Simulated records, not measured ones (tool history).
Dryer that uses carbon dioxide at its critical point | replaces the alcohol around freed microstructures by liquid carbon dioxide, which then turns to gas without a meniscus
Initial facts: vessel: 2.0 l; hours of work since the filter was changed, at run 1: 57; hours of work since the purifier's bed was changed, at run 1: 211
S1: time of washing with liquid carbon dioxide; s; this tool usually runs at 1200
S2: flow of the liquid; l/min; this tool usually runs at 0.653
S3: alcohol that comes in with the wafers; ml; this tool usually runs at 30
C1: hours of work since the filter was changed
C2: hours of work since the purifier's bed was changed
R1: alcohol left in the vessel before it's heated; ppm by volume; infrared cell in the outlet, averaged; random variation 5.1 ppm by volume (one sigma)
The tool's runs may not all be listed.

run  hour    S1     S2  S3   C1   C2   R1
  1   0.0  1200  0.653  30   57  211   96
  2  14.9  1200  0.653  30   67  221   97
  3  28.0  1200  0.653  30   76  230  113
  4  41.3  1200  0.535  30   85  239  194
  5  49.5  1200  0.535  30   90  245  204
  6  64.3  1200  0.653  43  100  255  140

Run 7 has not been measured yet. What should we expect?
  7  73.3  1200  0.653  43  107  261   ?

Run 7 measured R1 129 ppm by volume.
If the tool had no hidden condition, the same run with the same run-to-run variation would have returned R1 62 ppm by volume.
